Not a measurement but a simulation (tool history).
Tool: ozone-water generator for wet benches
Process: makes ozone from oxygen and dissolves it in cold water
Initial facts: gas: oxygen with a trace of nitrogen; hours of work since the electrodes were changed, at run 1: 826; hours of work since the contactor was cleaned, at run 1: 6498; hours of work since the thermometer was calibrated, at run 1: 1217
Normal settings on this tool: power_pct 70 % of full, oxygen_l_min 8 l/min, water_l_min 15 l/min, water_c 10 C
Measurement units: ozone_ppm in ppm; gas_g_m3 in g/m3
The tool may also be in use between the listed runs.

run	hour	power_pct	oxygen_l_min	water_l_min	water_c	hours of work since the electrodes were changed	hours of work since the contactor was cleaned	hours of work since the thermometer was calibrated	ozone_ppm	gas_g_m3
1	0	70	8	15	10	826	6498	1217	51.9	277.9
2	79.7	70	8	15	10	878	6550	1269	52.3	278.3
3	190.5	70	8	13	10	951	6623	1342	58.7	280
4	245.7	70	8	13	10	988	6659	1379	57.7	276.2
5	307.6	70	8	13	10	1029	6700	1419	57.4	281.3
6	406	70	8	13	10	1093	6765	1484	58.3	279.1
7	492.7	70	8	13	10	1150	6822	1541	57.1	277.3
8	592.9	70	8	13	10	1216	6888	1607	58	280.3
9	656.2	70	8	13	10	1258	6930	1649	57.5	278.2
10	718.1	70	8	13	10	1299	6970	1689	58	281
11	812.9	70	8.02	15	10	1361	7033	1752	52	277.9
12	920.3	70	8.02	15	10	1432	7104	1823	52.2	278.6
13	978.4	70	8.02	23	10	1470	7142	1861	36.5	278.5
14	1063.7	70	8	13	10	1526	7198	1917	58.2	282.1
15	1162.1	70	8	13	10	1591	7263	1982	57.8	279.6
# hour 1245.7: contactor cleaned
16	1281.9	70	8	13	10	1667	24	2058	58.3	281.2
17	1354.2	49	8	15	10	1715	71	2106	38.6	210.1
18	1440	49	8	15	10	1771	128	2162	39	210.7
19	1502.3	49	8	13	5	1812	169	2203	47.6	210.5
20	1608.4	49	8	13	5	1882	239	2273	47	209.7
21	1715.2	66	7.61	15	10	1953	309	2343	50.6	276.4
22	1771.9	66	7.61	15	10	1990	346	2380	49.9	278.4
23	1858.2	66	7.61	15	10	2047	403	2437	50.2	278.8
24	1935.9	66	7.61	15	10	2098	454	2488	50.2	278
25	2049.6	66	7.61	15	10	2173	529	2563	50.5	278.5
26	2139.7	66	7.61	15	10	2232	588	2623	50.5	278.7
27	2232	66	7.61	20	10	2293	649	2683	40	280.5
28	2299.1	66	4.15	22	17	2337	693	2728	34.4	416.4
29	2389.6	70	5.01	15	10	2396	753	2787	55.7	386.5
30	2478.7	75	11.85	12	6	2455	812	2846	63.2	233.1
31	2585	75	11.85	12	6	2525	882	2916	62.9	229.3
32	2640.1	75	11.85	12	6	2561	918	2952	63	233.1
33	2702.4	50	11.85	21	16	2602	959	2993	24.9	167.3

4 ways to go on from here, each from the tool as it stands after run 33. What would each give?
A	2773.3	44	8	11	6	2649	1006	3040	?	?
B	2773.3	50	13.73	21	10	2649	1006	3040	?	?
C	2773.3	70	8	10	10	2649	1006	3040	?	?
D	2773.3	43	7.35	21	14	2649	1006	3040	?	?

run	ozone_ppm	gas_g_m3
A	47.3	194
B	26.9	151.9
C	67.3	282.8
D	25.4	202.8
Stripped of hidden state, with their random variation kept, the same runs would have yielded:
run	ozone_ppm	gas_g_m3
A	47.3	189.3
B	27	148.3
C	67.3	276
D	25.4	198
